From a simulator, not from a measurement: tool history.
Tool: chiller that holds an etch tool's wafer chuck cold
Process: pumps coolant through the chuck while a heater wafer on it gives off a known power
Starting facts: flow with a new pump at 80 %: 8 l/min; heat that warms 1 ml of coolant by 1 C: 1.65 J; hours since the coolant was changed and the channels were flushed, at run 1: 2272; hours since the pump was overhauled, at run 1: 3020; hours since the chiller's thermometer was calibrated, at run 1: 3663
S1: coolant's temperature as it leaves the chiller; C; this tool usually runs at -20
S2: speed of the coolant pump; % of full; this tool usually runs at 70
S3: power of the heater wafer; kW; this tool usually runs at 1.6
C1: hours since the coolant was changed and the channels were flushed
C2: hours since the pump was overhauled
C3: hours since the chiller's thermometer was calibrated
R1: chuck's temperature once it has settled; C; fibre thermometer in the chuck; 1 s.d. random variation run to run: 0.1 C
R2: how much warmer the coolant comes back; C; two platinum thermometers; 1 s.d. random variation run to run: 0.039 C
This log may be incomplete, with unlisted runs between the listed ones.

| run | day | S1 | S2 | S3 | C1 | C2 | C3 | R1 | R2 |
|---|---|---|---|---|---|---|---|---|---|
| 1 | 0 | -20 | 70 | 1.6 | 2272 | 3020 | 3663 | 1.6 | 8.25 |
| 2 | 2.925 | -20 | 70 | 1.6 | 2343 | 3091 | 3733 | 1.6 | 8.27 |
| 3 | 6.208 | -16 | 70 | 1.6 | 2421 | 3169 | 3812 | 5.6 | 8.32 |
|  | 10.892 | chiller's thermometer calibrated |
| 4 | 10.892 | -16 | 70 | 1.6 | 2533 | 3281 | 0 | 5.6 | 8.33 |
| 5 | 15.862 | -16 | 70 | 1.6 | 2652 | 3400 | 119 | 5.4 | 8.32 |
| 6 | 18.771 | -20 | 70 | 1.6 | 2722 | 3470 | 189 | 1.7 | 8.3 |
| 7 | 22.317 | -20 | 70 | 1.6 | 2807 | 3555 | 274 | 1.6 | 8.35 |
| 8 | 25.758 | -20 | 70 | 1.6 | 2890 | 3638 | 357 | 1.5 | 8.41 |
| 9 | 31.25 | -20 | 70 | 1.6 | 3022 | 3769 | 489 | 1.7 | 8.41 |
| 10 | 35.275 | -20 | 70 | 1.6 | 3118 | 3866 | 585 | 1.5 | 8.47 |
| 11 | 40.579 | -12 | 65 | 0.881 | 3245 | 3993 | 713 | 0.5 | 4.96 |
| 12 | 46.162 | -12 | 65 | 0.881 | 3379 | 4127 | 847 | 0.6 | 4.99 |
| 13 | 51.483 | -15 | 65 | 0.868 | 3507 | 4255 | 974 | -2.6 | 4.96 |
| 14 | 55.996 | -15 | 65 | 0.868 | 3615 | 4363 | 1082 | -2.5 | 5 |
| 15 | 61.038 | -25 | 96 | 1.192 | 3736 | 4484 | 1204 | -12 | 4.74 |
| 16 | 65.962 | -17 | 67 | 1.549 | 3855 | 4603 | 1322 | 4.6 | 8.55 |
| 17 | 71.267 | -11 | 64 | 2.058 | 3982 | 4730 | 1449 | 18.6 | 11.87 |
| 18 | 77.154 | -11 | 64 | 2.058 | 4123 | 4871 | 1590 | 18.5 | 11.76 |
| 19 | 83.404 | -20 | 70 | 1.908 | 4273 | 5021 | 1740 | 5.8 | 10.07 |

Consider 3 possible next runs. They are alternatives, not a sequence: every one starts from the tool as it was left by run 19. What does each give?
| A | 88.217 | -10 | 71 | 1.857 | 4389 | 5137 | 1856 | ? | ? |
| B | 88.217 | -20 | 87 | 1.649 | 4389 | 5137 | 1856 | ? | ? |
| C | 88.217 | -16 | 70 | 1.908 | 4389 | 5137 | 1856 | ? | ? |

| run | R1 | R2 |
|---|---|---|
| A | 14.8 | 9.71 |
| B | -0.6 | 7.11 |
| C | 9.8 | 10.15 |
The same runs, with their run-to-run variation unchanged, on a tool lacking any hidden condition would have given:
| run | R1 | R2 |
|---|---|---|
| A | 14.8 | 9.49 |
| B | -0.6 | 6.89 |
| C | 9.8 | 9.93 |
